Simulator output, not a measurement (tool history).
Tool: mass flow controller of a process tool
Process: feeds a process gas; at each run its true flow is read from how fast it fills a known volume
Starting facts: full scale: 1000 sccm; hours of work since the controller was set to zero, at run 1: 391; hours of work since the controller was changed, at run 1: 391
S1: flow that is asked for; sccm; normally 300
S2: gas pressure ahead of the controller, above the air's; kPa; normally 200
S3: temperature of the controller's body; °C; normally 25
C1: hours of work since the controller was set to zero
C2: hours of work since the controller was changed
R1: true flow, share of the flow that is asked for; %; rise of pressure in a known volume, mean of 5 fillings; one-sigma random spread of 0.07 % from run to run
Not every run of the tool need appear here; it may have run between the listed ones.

| run | hour | S1 | S2 | S3 | C1 | C2 | R1 |
|---|---|---|---|---|---|---|---|
| 1 | 0.0 | 300 | 200 | 25 | 391 | 391 | 98.58 |
| 2 | 52.4 | 300 | 200 | 25 | 414 | 414 | 98.55 |
| 3 | 175.8 | 300 | 200 | 25 | 468 | 468 | 98.60 |
| 4 | 253.8 | 349 | 200 | 25 | 502 | 502 | 98.77 |
| 5 | 308.8 | 349 | 200 | 25 | 526 | 526 | 98.76 |
| 6 | 425.7 | 300 | 200 | 25 | 577 | 577 | 98.63 |
| 7 | 488.9 | 300 | 200 | 25 | 605 | 605 | 98.65 |
| 8 | 586.7 | 300 | 200 | 25 | 648 | 648 | 98.72 |
| 9 | 691.4 | 300 | 200 | 25 | 693 | 693 | 98.95 |
| 10 | 750.9 | 300 | 200 | 25 | 719 | 719 | 98.73 |
|  | 760.0 | controller's zero set anew |
| 11 | 866.7 | 300 | 200 | 25 | 47 | 770 | 99.03 |
| 12 | 918.4 | 300 | 200 | 25 | 69 | 793 | 99.11 |
| 13 | 1004.3 | 300 | 200 | 25 | 107 | 830 | 99.13 |
| 14 | 1062.4 | 300 | 200 | 25 | 132 | 856 | 99.13 |
| 15 | 1134.8 | 300 | 200 | 25 | 164 | 887 | 99.19 |
| 16 | 1237.0 | 438 | 200 | 25 | 209 | 932 | 99.35 |
| 17 | 1361.8 | 438 | 200 | 25 | 263 | 987 | 99.38 |
|  | 1459.0 | controller's zero set anew, once more |
| 18 | 1485.5 | 438 | 200 | 25 | 12 | 1041 | 98.73 |
| 19 | 1599.6 | 438 | 200 | 25 | 62 | 1090 | 98.66 |
| 20 | 1670.3 | 438 | 200 | 31 | 92 | 1121 | 97.78 |
| 21 | 1770.8 | 410 | 200 | 30 | 136 | 1165 | 98.11 |
| 22 | 1878.9 | 410 | 200 | 30 | 184 | 1213 | 98.18 |
| 23 | 1957.7 | 304 | 169 | 23 | 218 | 1247 | 98.98 |
| 24 | 2015.9 | 304 | 169 | 23 | 244 | 1273 | 99.07 |
| 25 | 2136.9 | 679 | 200 | 21 | 297 | 1326 | 99.77 |
| 26 | 2188.7 | 300 | 165 | 25 | 319 | 1348 | 99.01 |
| 27 | 2242.4 | 483 | 145 | 20 | 343 | 1372 | 99.96 |
| 28 | 2333.1 | 245 | 147 | 20 | 383 | 1411 | 99.62 |
| 29 | 2431.2 | 248 | 249 | 24 | 425 | 1454 | 98.49 |
| 30 | 2493.2 | 262 | 147 | 24 | 453 | 1482 | 99.20 |
| 31 | 2577.9 | 141 | 249 | 33 | 490 | 1519 | 97.20 |
| 32 | 2670.9 | 717 | 155 | 36 | 530 | 1559 | 98.59 |
| 33 | 2753.5 | 717 | 155 | 36 | 566 | 1595 | 98.63 |
| 34 | 2820.7 | 717 | 155 | 36 | 596 | 1625 | 98.64 |
| 35 | 2903.7 | 228 | 247 | 25 | 632 | 1661 | 98.53 |
| 36 | 3000.9 | 143 | 166 | 29 | 675 | 1704 | 98.63 |
| 37 | 3118.9 | 246 | 195 | 27 | 726 | 1755 | 98.71 |
| 38 | 3201.3 | 280 | 195 | 31 | 762 | 1791 | 98.35 |
| 39 | 3272.6 | 645 | 168 | 25 | 794 | 1823 | 99.73 |

3 ways to go on from here, each from the tool as it stands after run 39. What would each give?
| A | 3391.6 | 729 | 200 | 25 | 846 | 1875 | ? |
| B | 3391.6 | 300 | 241 | 21 | 846 | 1875 | ? |
| C | 3391.6 | 300 | 200 | 20 | 846 | 1875 | ? |

| run | R1 |
|---|---|
| A | 99.82 |
| B | 99.07 |
| C | 99.59 |
Without the tool's hidden state the same runs would have given:
| run | R1 |
|---|---|
| A | 99.49 |
| B | 98.50 |
| C | 99.03 |
